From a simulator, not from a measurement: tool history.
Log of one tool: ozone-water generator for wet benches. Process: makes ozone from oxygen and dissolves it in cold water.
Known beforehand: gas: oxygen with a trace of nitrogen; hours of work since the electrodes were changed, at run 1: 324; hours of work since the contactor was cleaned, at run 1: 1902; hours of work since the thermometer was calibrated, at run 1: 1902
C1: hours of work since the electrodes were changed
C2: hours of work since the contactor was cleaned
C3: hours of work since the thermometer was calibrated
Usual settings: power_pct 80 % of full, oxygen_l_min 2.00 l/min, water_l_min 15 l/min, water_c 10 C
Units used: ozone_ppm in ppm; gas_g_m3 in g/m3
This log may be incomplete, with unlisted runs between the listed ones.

{"run": 1, "hour": 0.0, "power_pct": 80, "oxygen_l_min": 2.0, "water_l_min": 15, "water_c": 10, "C1": 324, "C2": 1902, "C3": 1902, "ozone_ppm": 19.3, "gas_g_m3": 235.8}
{"run": 2, "hour": 33.8, "power_pct": 84, "oxygen_l_min": 2.0, "water_l_min": 15, "water_c": 10, "C1": 354, "C2": 1932, "C3": 1932, "ozone_ppm": 19.9, "gas_g_m3": 239.8}
{"run": 3, "hour": 73.6, "power_pct": 80, "oxygen_l_min": 2.0, "water_l_min": 15, "water_c": 10, "C1": 390, "C2": 1968, "C3": 1968, "ozone_ppm": 19.0, "gas_g_m3": 234.0}
{"run": 4, "hour": 130.0, "power_pct": 80, "oxygen_l_min": 2.68, "water_l_min": 15, "water_c": 10, "C1": 441, "C2": 2019, "C3": 2019, "ozone_ppm": 20.3, "gas_g_m3": 201.1}
{"run": 5, "hour": 198.8, "power_pct": 80, "oxygen_l_min": 2.68, "water_l_min": 15, "water_c": 10, "C1": 504, "C2": 2081, "C3": 2081, "ozone_ppm": 20.4, "gas_g_m3": 201.7}
{"run": 6, "hour": 237.7, "power_pct": 75, "oxygen_l_min": 2.0, "water_l_min": 15, "water_c": 10, "C1": 539, "C2": 2117, "C3": 2117, "ozone_ppm": 18.1, "gas_g_m3": 224.5}
{"run": 7, "hour": 301.1, "power_pct": 80, "oxygen_l_min": 2.0, "water_l_min": 15, "water_c": 17, "C1": 596, "C2": 2174, "C3": 2174, "ozone_ppm": 17.7, "gas_g_m3": 234.0}
{"run": 8, "hour": 340.2, "power_pct": 80, "oxygen_l_min": 2.0, "water_l_min": 15, "water_c": 7, "C1": 632, "C2": 2209, "C3": 2209, "ozone_ppm": 19.2, "gas_g_m3": 234.2}
{"run": 9, "hour": 419.4, "power_pct": 80, "oxygen_l_min": 2.0, "water_l_min": 15, "water_c": 10, "C1": 703, "C2": 2281, "C3": 2281, "ozone_ppm": 18.9, "gas_g_m3": 233.8}
{"run": 10, "hour": 499.0, "power_pct": 80, "oxygen_l_min": 2.0, "water_l_min": 15, "water_c": 12, "C1": 775, "C2": 2353, "C3": 2353, "ozone_ppm": 18.4, "gas_g_m3": 232.4}
{"run": 11, "hour": 578.2, "power_pct": 80, "oxygen_l_min": 2.0, "water_l_min": 15, "water_c": 12, "C1": 847, "C2": 2425, "C3": 2425, "ozone_ppm": 18.3, "gas_g_m3": 232.8}
{"run": 12, "hour": 639.1, "power_pct": 80, "oxygen_l_min": 2.0, "water_l_min": 15, "water_c": 12, "C1": 902, "C2": 2480, "C3": 2480, "ozone_ppm": 18.2, "gas_g_m3": 229.3}
{"run": 13, "hour": 678.4, "power_pct": 80, "oxygen_l_min": 2.0, "water_l_min": 15, "water_c": 12, "C1": 938, "C2": 2515, "C3": 2515, "ozone_ppm": 18.2, "gas_g_m3": 227.4}
{"run": 14, "hour": 728.7, "power_pct": 80, "oxygen_l_min": 2.0, "water_l_min": 15, "water_c": 12, "C1": 983, "C2": 2561, "C3": 2561, "ozone_ppm": 18.1, "gas_g_m3": 231.8}
{"run": 15, "hour": 776.0, "power_pct": 80, "oxygen_l_min": 2.0, "water_l_min": 9, "water_c": 10, "C1": 1026, "C2": 2604, "C3": 2604, "ozone_ppm": 29.4, "gas_g_m3": 229.8}
{"run": 16, "hour": 842.9, "power_pct": 80, "oxygen_l_min": 2.0, "water_l_min": 15, "water_c": 16, "C1": 1086, "C2": 2664, "C3": 2664, "ozone_ppm": 17.6, "gas_g_m3": 229.2}
{"run": 17, "hour": 906.6, "power_pct": 80, "oxygen_l_min": 2.0, "water_l_min": 15, "water_c": 16, "C1": 1144, "C2": 2722, "C3": 2722, "ozone_ppm": 17.3, "gas_g_m3": 227.3}
{"run": 18, "hour": 946.8, "power_pct": 89, "oxygen_l_min": 2.0, "water_l_min": 15, "water_c": 16, "C1": 1180, "C2": 2758, "C3": 2758, "ozone_ppm": 18.9, "gas_g_m3": 246.6}
{"run": 19, "hour": 1022.1, "power_pct": 60, "oxygen_l_min": 2.0, "water_l_min": 12, "water_c": 10, "C1": 1248, "C2": 2826, "C3": 2826, "ozone_ppm": 18.3, "gas_g_m3": 181.9}
{"run": 20, "hour": 1068.2, "power_pct": 60, "oxygen_l_min": 2.0, "water_l_min": 12, "water_c": 7, "C1": 1290, "C2": 2868, "C3": 2868, "ozone_ppm": 18.6, "gas_g_m3": 181.9}
{"run": 21, "hour": 1126.8, "power_pct": 60, "oxygen_l_min": 2.0, "water_l_min": 12, "water_c": 7, "C1": 1343, "C2": 2921, "C3": 2921, "ozone_ppm": 18.5, "gas_g_m3": 184.8}
{"run": 22, "hour": 1191.2, "power_pct": 60, "oxygen_l_min": 2.0, "water_l_min": 12, "water_c": 7, "C1": 1401, "C2": 2979, "C3": 2979, "ozone_ppm": 18.4, "gas_g_m3": 182.0}
{"run": 23, "hour": 1231.9, "power_pct": 42, "oxygen_l_min": 2.09, "water_l_min": 12, "water_c": 5, "C1": 1438, "C2": 3016, "C3": 3016, "ozone_ppm": 14.6, "gas_g_m3": 136.8}
{"run": 24, "hour": 1270.1, "power_pct": 42, "oxygen_l_min": 2.09, "water_l_min": 12, "water_c": 5, "C1": 1473, "C2": 3051, "C3": 3051, "ozone_ppm": 14.5, "gas_g_m3": 137.5}
{"run": 25, "hour": 1349.8, "power_pct": 42, "oxygen_l_min": 2.09, "water_l_min": 12, "water_c": 5, "C1": 1545, "C2": 3123, "C3": 3123, "ozone_ppm": 14.7, "gas_g_m3": 136.6}
{"run": 26, "hour": 1419.8, "power_pct": 43, "oxygen_l_min": 1.38, "water_l_min": 15, "water_c": 5, "C1": 1608, "C2": 3186, "C3": 3186, "ozone_ppm": 10.5, "gas_g_m3": 173.2}
{"run": 27, "hour": 1459.0, "power_pct": 43, "oxygen_l_min": 1.38, "water_l_min": 15, "water_c": 5, "C1": 1644, "C2": 3222, "C3": 3222, "ozone_ppm": 10.4, "gas_g_m3": 171.2}
{"run": 28, "hour": 1515.7, "power_pct": 82, "oxygen_l_min": 1.38, "water_l_min": 15, "water_c": 5, "C1": 1695, "C2": 3273, "C3": 3273, "ozone_ppm": 17.1, "gas_g_m3": 275.9}
{"run": 29, "hour": 1596.3, "power_pct": 82, "oxygen_l_min": 1.38, "water_l_min": 15, "water_c": 5, "C1": 1768, "C2": 3346, "C3": 3346, "ozone_ppm": 16.7, "gas_g_m3": 275.9}
{"run": 30, "hour": 1653.4, "power_pct": 51, "oxygen_l_min": 2.45, "water_l_min": 18, "water_c": 9, "C1": 1820, "C2": 3397, "C3": 3397, "ozone_ppm": 11.3, "gas_g_m3": 143.7}
{"run": 31, "hour": 1719.7, "power_pct": 78, "oxygen_l_min": 1.5, "water_l_min": 22, "water_c": 10, "C1": 1880, "C2": 3457, "C3": 3457, "ozone_ppm": 10.6, "gas_g_m3": 254.3}
{"run": 32, "hour": 1770.3, "power_pct": 48, "oxygen_l_min": 2.0, "water_l_min": 15, "water_c": 10, "C1": 1925, "C2": 3503, "C3": 3503, "ozone_ppm": 12.1, "gas_g_m3": 152.3}
{"run": 33, "hour": 1804.1, "power_pct": 76, "oxygen_l_min": 3.08, "water_l_min": 17, "water_c": 8, "C1": 1956, "C2": 3534, "C3": 3534, "ozone_ppm": 16.7, "gas_g_m3": 168.7}
{"run": 34, "hour": 1856.4, "power_pct": 58, "oxygen_l_min": 1.27, "water_l_min": 17, "water_c": 9, "C1": 2003, "C2": 3581, "C3": 3581, "ozone_ppm": 10.8, "gas_g_m3": 222.6}

3 options for the next run, each taken on its own from the tool as it stands now. Forecast them:
{"run": "A", "hour": 1922.6, "power_pct": 58, "oxygen_l_min": 1.21, "water_l_min": 17, "water_c": 17, "C1": 2063, "C2": 3641, "C3": 3641, "ozone_ppm": "?", "gas_g_m3": "?"}
{"run": "B", "hour": 1922.6, "power_pct": 65, "oxygen_l_min": 1.27, "water_l_min": 17, "water_c": 9, "C1": 2063, "C2": 3641, "C3": 3641, "ozone_ppm": "?", "gas_g_m3": "?"}
{"run": "C", "hour": 1922.6, "power_pct": 47, "oxygen_l_min": 1.27, "water_l_min": 9, "water_c": 5, "C1": 2063, "C2": 3641, "C3": 3641, "ozone_ppm": "?", "gas_g_m3": "?"}

run=A ozone_ppm=10.2 gas_g_m3=226.7
run=B ozone_ppm=11.5 gas_g_m3=238.8
run=C ozone_ppm=17.9 gas_g_m3=188.7
Take away the tool's hidden state, keep each run's random variation, and the runs would have read:
run=A ozone_ppm=11.6 gas_g_m3=242.1
run=B ozone_ppm=13.2 gas_g_m3=256.8
run=C ozone_ppm=19.7 gas_g_m3=199.2
